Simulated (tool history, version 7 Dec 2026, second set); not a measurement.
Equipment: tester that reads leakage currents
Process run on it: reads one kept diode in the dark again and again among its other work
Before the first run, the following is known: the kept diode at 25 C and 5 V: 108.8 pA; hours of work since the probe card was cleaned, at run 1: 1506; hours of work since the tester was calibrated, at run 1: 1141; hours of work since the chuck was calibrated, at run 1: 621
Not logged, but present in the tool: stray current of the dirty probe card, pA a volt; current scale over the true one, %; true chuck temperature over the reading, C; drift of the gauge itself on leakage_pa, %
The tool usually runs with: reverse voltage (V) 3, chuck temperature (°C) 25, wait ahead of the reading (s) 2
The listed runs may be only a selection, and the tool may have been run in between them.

run	hour	reverse voltage (V)	chuck temperature (°C)	wait ahead of the reading (s)	hours of work since the probe card was cleaned	hours of work since the tester was calibrated	hours of work since the chuck was calibrated	current that the tester gives (pA)
1	0	3	25	2	1506	1141	621	78.77
2	112.1	3	25	2	1563	1198	678	78.01
3	215.9	1.8	25	2	1615	1250	731	57.28
4	442.5	1.8	25	2	1730	1365	845	56.88
5	554.4	1.8	25	2	1786	1421	902	56.28
# hour 577: chuck's temperature calibrated
6	669.7	3	25	2	1844	1479	47	86.57
7	877.4	3	25	2	1949	1584	152	85.37
8	1046	3	25	2	2034	1669	237	84.55
9	1162.3	3	25	2	2093	1728	296	83.53
10	1265.7	3	25	2	2145	1780	348	83.51
11	1457.3	2.71	20	0.76	2242	1877	445	53.59
12	1670.3	2.71	20	0.76	2350	1985	553	52.82
13	1866.7	3	27	3.88	2449	2084	652	92.63
14	2051.1	3	27	3.88	2542	2177	746	91.67
# hour 2129.4: probe card cleaned and baked
15	2171.1	3.41	35	0.8	21	2236	805	171.13
# hour 2383.4: chuck's temperature calibrated
16	2400.9	9.91	41	1.17	136	2352	9	565.24

Below are 4 alternative next runs, each starting from the tool's condition after run 16. Predict each:
A	2615.8	9.91	41	0.62	245	2460	118	?
B	2615.8	2.93	26	6.68	245	2460	118	?
C	2615.8	12.26	53	0.36	245	2460	118	?
D	2615.8	3	23	1.37	245	2460	118	?

run	current that the tester gives (pA)
A	556.11
B	86.59
C	1459.97
D	69.52
Without the tool's hidden state the same runs would have given:
run	current that the tester gives (pA)
A	559.06
B	87.07
C	1467.34
D	69.79

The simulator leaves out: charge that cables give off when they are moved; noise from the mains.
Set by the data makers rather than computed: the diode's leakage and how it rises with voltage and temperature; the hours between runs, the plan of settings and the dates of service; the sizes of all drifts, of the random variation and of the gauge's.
